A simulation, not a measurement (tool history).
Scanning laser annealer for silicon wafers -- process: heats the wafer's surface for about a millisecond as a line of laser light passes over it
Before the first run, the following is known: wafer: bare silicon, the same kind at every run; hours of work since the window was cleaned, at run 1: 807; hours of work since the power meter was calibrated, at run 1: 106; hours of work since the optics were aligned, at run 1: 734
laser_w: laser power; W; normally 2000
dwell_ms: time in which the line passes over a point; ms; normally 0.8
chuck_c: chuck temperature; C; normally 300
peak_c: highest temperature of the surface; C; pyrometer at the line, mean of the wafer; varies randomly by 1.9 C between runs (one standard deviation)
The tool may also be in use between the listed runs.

run,hour,laser_w,dwell_ms,chuck_c,hours of work since the window was cleaned,hours of work since the power meter was calibrated,hours of work since the optics were aligned,peak_c
1,0,2000,0.8,300,807,106,734,1123
2,13.6,2000,0.8,300,815,113,742,1123
3,33.4,2000,0.619,300,826,124,753,1023
4,52.2,2000,0.982,300,836,135,763,1215
# hour 58.5: window over the wafer cleaned
5,68.8,2000,0.982,300,6,143,771,1216
6,93.1,2000,0.8,330,19,157,785,1155
7,118.6,2000,0.857,300,34,171,799,1155
8,146.9,2000,0.857,300,50,187,815,1154
9,178,2000,0.8,300,67,204,833,1127
10,195.5,2000,0.8,300,77,214,842,1125
11,214.5,1946,0.575,270,87,225,853,943
12,239,2157,0.726,326,101,239,867,1182
13,266.9,2157,0.726,326,117,254,882,1183

Run 14 has not been measured yet. What should we expect?
14,282.6,2141,0.8,286,126,263,891,?

Run 14 produced peak_c 1177 C.
Minus the tool's unlogged condition, the same run would have read peak_c 1178 C.
